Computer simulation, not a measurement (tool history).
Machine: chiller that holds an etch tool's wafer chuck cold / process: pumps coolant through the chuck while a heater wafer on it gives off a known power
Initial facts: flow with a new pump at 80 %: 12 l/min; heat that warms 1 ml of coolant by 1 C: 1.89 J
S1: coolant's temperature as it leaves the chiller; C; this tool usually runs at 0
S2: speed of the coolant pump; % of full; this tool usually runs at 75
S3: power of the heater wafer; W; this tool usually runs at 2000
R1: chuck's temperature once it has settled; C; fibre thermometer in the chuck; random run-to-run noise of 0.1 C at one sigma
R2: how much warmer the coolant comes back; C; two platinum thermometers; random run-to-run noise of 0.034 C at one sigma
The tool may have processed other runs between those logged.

Run 1, hour 0: usual settings. Result: R1 18.9 C, R2 5.61 C.
Run 2, hour 19.6: usual settings. Result: R1 19.2 C, R2 5.66 C.
Run 3, hour 37.2: usual settings. Result: R1 19.1 C, R2 5.63 C.
Run 4, hour 61.8: usual settings but S1 -3 C. Result: R1 16.2 C, R2 5.57 C.
Run 5, hour 92.9: usual settings but S1 4 C. Result: R1 23.4 C, R2 5.56 C.
Run 6, hour 122.6: usual settings. Result: R1 19.3 C, R2 5.57 C.
Run 7, hour 154.5: usual settings but S2 78 % of full. Result: R1 18.6 C, R2 5.34 C.
Run 8, hour 185.6: usual settings but S2 70 % of full. Result: R1 20.1 C, R2 5.96 C.
Run 9, hour 208.1: usual settings but S2 90 % of full. Result: R1 17.2 C, R2 4.58 C.
Run 10, hour 237.5: usual settings. Result: R1 19.1 C, R2 5.5 C.
Run 11, hour 260.4: usual settings. Result: R1 19.1 C, R2 5.52 C.
Run 12, hour 288.9: usual settings but S1 3 C. Result: R1 22.1 C, R2 5.47 C.
Run 13, hour 311.2: usual settings but S1 3 C. Result: R1 22.2 C, R2 5.43 C.
Run 14, hour 330.9: usual settings but S1 3 C, S2 88 % of full. Result: R1 20.3 C, R2 4.61 C.
Run 15, hour 345.1: usual settings but S1 3 C, S2 88 % of full. Result: R1 20.5 C, R2 4.62 C.
Run 16, hour 373.7: usual settings. Result: R1 19.1 C, R2 5.44 C.
Run 17, hour 407: usual settings but S3 2354 W. Result: R1 22.5 C, R2 6.39 C.
Run 18, hour 425.1: usual settings but S1 7 C. Result: R1 26.2 C, R2 5.37 C.
At hour 436.6: chiller's thermometer calibrated.
Run 19, hour 455.3: usual settings but S1 -8 C, S2 91 % of full, S3 2355 W. Result: R1 12.3 C, R2 5.22 C.
Run 20, hour 479.5: usual settings but S1 8 C, S2 62 % of full. Result: R1 29.5 C, R2 6.49 C.
Run 21, hour 507.6: usual settings but S1 -8 C, S2 71 % of full, S3 1043 W. Result: R1 2.2 C, R2 2.78 C.
Run 22, hour 540: usual settings but S1 -4 C. Result: R1 15 C, R2 5.35 C.
Run 23, hour 565.6: usual settings but S1 7 C. Result: R1 26.1 C, R2 5.26 C.
Run 24, hour 592.2: usual settings but S2 76 % of full, S3 1764 W. Result: R1 16.7 C, R2 4.59 C.
Run 25, hour 611.2: usual settings but S2 76 % of full, S3 1764 W. Result: R1 16.7 C, R2 4.54 C.
Run 26, hour 643.7: usual settings but S2 95 % of full, S3 1764 W. Result: R1 14.7 C, R2 3.58 C.
Run 27, hour 657.6: usual settings but S2 95 % of full, S3 1764 W. Result: R1 14.6 C, R2 3.49 C.
Run 28, hour 681.4: usual settings but S3 2727 W. Result: R1 26.1 C, R2 7.32 C.
Run 29, hour 707.7: usual settings but S1 9 C, S3 2287 W. Result: R1 30.9 C, R2 5.97 C.
At hour 725.2: gauge calibrated.
Run 30, hour 733.7: usual settings but S1 -4 C, S2 80 % of full, S3 1411 W. Result: R1 9.1 C, R2 3.72 C.
Run 31, hour 763.1: usual settings but S2 77 % of full, S3 1740 W. Result: R1 16.4 C, R2 4.75 C.
Run 32, hour 789.2: usual settings but S2 77 % of full, S3 1740 W. Result: R1 16.5 C, R2 4.8 C.

3 options for the next run, each taken on its own from the tool as it stands now. Forecast them:
Run A, hour 806: usual settings but S1 7 C, S2 97 % of full, S3 1559 W. Result: R1 ?, R2 ?.
Run B, hour 806: usual settings but S1 1 C, S2 99 % of full, S3 1279 W. Result: R1 ?, R2 ?.
Run C, hour 806: usual settings but S1 -3 C, S2 77 % of full, S3 1108 W. Result: R1 ?, R2 ?.

run    R1    R2
  A  19.9  3.38
  B  11.5  2.71
  C   7.7  2.96
Without the tool's unlogged condition, the same runs would have read:
run    R1    R2
  A  19.9  3.43
  B  11.4  2.76
  C   7.6  3.01

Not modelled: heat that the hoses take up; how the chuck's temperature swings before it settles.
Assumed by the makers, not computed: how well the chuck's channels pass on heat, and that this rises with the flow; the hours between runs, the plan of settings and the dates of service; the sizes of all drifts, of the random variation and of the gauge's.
